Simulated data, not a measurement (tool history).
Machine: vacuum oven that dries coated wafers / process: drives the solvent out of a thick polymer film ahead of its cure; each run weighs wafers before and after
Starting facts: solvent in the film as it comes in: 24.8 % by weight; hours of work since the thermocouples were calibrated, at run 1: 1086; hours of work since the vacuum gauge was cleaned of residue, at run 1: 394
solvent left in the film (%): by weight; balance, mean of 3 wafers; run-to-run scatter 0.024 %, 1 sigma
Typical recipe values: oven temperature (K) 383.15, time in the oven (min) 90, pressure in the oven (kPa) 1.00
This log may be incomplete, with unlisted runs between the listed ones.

run     day  oven temperature (K)  time in the oven (min)  pressure in the oven (kPa)  hours of work since the thermocouples were calibrated  hours of work since the vacuum gauge was cleaned of residue  solvent left in the film (%)
  1   0.000                383.15                      90                        1.00                                                   1086                                                          394                          2.38
  2   0.304                383.15                      90                        1.00                                                   1091                                                          399                          2.34
  3   0.883                383.15                      90                        1.00                                                   1101                                                          409                          2.36
  4   1.517                383.15                      90                        1.00                                                   1111                                                          419                          2.37
  5   2.025                383.15                      90                        1.00                                                   1119                                                          428                          2.39
  6   2.704                383.15                     106                        1.00                                                   1130                                                          439                          1.80
  7   3.042                370.15                     106                        1.00                                                   1136                                                          444                          6.54
  8   3.662                370.15                     106                        1.00                                                   1146                                                          454                          6.53
  9   4.021                370.15                     106                        1.00                                                   1152                                                          460                          6.48
 10   4.462                370.15                     106                        1.00                                                   1159                                                          467                          6.50
 11   5.017                383.15                      90                        1.47                                                   1168                                                          477                          2.65
 12   5.442                383.15                      90                        3.14                                                   1175                                                          483                          3.47
 13   5.767                383.15                      90                        1.00                                                   1181                                                          489                          2.34
 14   6.092                383.15                      90                        1.00                                                   1186                                                          494                          2.38
 15   6.483                383.15                      90                        1.00                                                   1192                                                          501                          2.36
 16   6.983                383.15                      90                        1.28                                                   1200                                                          509                          2.53
 17   7.558                383.15                      90                        0.69                                                   1210                                                          518                          2.21
 18   8.200                383.15                      90                        0.55                                                   1220                                                          529                          2.15
 19   8.817                383.15                      90                        1.19                                                   1230                                                          539                          2.48
 20   9.171                383.15                      90                        1.19                                                   1236                                                          545                          2.47
 21   9.467                383.15                      90                        1.19                                                   1241                                                          549                          2.46
 22   9.767                383.15                      90                        1.00                                                   1246                                                          554                          2.36
 23  10.200                383.15                      90                        1.00                                                   1253                                                          561                          2.35
 24  10.733                383.15                      54                        1.27                                                   1262                                                          570                          5.40
 25  11.325                383.15                      62                        0.64                                                   1272                                                          580                          4.19
 26  11.650                383.15                      62                        0.64                                                   1277                                                          585                          4.21
 27  12.196                383.15                      62                        0.64                                                   1286                                                          594                          4.24
 28  12.854                383.15                      62                        0.64                                                   1297                                                          605                          4.18
 29  13.229                383.15                      56                        1.00                                                   1303                                                          611                          5.06
 30  13.696                383.15                      56                        1.00                                                   1310                                                          619                          4.97
 31  14.271                383.15                      56                        1.00                                                   1320                                                          628                          5.00
 32  14.917                391.15                     140                        1.00                                                   1330                                                          639                          0.51

The next listed run, before its measurement:
 33  15.233                391.15                      63                        1.00                                                   1335                                                          644                             ?

solvent left in the film (%): 1.80
Minus the tool's unlogged condition, the same run would have read solvent left in the film (%) 1.81.

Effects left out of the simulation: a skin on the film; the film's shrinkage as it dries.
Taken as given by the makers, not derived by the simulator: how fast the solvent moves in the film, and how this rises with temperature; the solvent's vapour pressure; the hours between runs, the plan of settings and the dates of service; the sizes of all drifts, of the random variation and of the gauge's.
